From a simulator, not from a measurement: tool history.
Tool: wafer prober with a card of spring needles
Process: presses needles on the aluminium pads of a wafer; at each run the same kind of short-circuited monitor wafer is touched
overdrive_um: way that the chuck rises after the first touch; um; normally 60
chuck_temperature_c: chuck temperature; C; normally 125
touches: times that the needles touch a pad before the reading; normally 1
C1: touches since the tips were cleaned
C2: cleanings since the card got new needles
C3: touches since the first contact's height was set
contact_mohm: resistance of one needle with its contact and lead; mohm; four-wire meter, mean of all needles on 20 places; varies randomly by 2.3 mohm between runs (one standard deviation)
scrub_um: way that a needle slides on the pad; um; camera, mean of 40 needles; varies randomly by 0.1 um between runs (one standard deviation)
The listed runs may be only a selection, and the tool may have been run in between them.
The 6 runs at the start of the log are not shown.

run 7 hour=50.4 | overdrive_um=75 chuck_temperature_c=125 touches=1 | C1=3076 C2=11 C3=60609 | contact_mohm=272 scrub_um=14.64
-- hour=57.3 tips cleaned on abrasive film
run 8 hour=58.3 | overdrive_um=60 chuck_temperature_c=125 touches=1 | C1=266 C2=12 C3=62542 | contact_mohm=267 scrub_um=11.69
run 9 hour=70.1 | overdrive_um=60 chuck_temperature_c=125 touches=1 | C1=3163 C2=12 C3=65439 | contact_mohm=287 scrub_um=11.72
-- hour=77 tips cleaned on abrasive film
run 10 hour=80 | overdrive_um=60 chuck_temperature_c=125 touches=1 | C1=731 C2=13 C3=67839 | contact_mohm=272 scrub_um=11.83
run 11 hour=87.2 | overdrive_um=60 chuck_temperature_c=75 touches=1 | C1=2487 C2=13 C3=69595 | contact_mohm=273 scrub_um=11.68
-- hour=96.4 tips cleaned on abrasive film
run 12 hour=96.4 | overdrive_um=60 chuck_temperature_c=125 touches=1 | C1=0 C2=14 C3=71830 | contact_mohm=270 scrub_um=11.74
run 13 hour=101.1 | overdrive_um=60 chuck_temperature_c=85 touches=1 | C1=1171 C2=14 C3=73001 | contact_mohm=271 scrub_um=11.71
run 14 hour=108.1 | overdrive_um=60 chuck_temperature_c=85 touches=1 | C1=2884 C2=14 C3=74714 | contact_mohm=274 scrub_um=11.68
-- hour=115.6 tips cleaned on abrasive film
run 15 hour=115.6 | overdrive_um=60 chuck_temperature_c=85 touches=1 | C1=0 C2=15 C3=76521 | contact_mohm=255 scrub_um=11.63
run 16 hour=123.2 | overdrive_um=78 chuck_temperature_c=85 touches=1 | C1=1860 C2=15 C3=78381 | contact_mohm=260 scrub_um=15.37
run 17 hour=130.1 | overdrive_um=78 chuck_temperature_c=110 touches=1 | C1=3579 C2=15 C3=80100 | contact_mohm=273 scrub_um=15.2
-- hour=134.8 tips cleaned on abrasive film
run 18 hour=135.6 | overdrive_um=78 chuck_temperature_c=66 touches=1 | C1=194 C2=16 C3=81414 | contact_mohm=247 scrub_um=15.39
run 19 hour=140.5 | overdrive_um=78 chuck_temperature_c=66 touches=1 | C1=1407 C2=16 C3=82627 | contact_mohm=250 scrub_um=15.22

Predict the results of run 20:
run 20 hour=145.4 | overdrive_um=73 chuck_temperature_c=57 touches=3 | C1=2589 C2=16 C3=83809 | contact_mohm=? scrub_um=?

contact_mohm: 249 mohm
scrub_um: 14.29 um
Minus the tool's unlogged condition, the same run would have read contact_mohm 243 mohm, scrub_um 14.49 um.
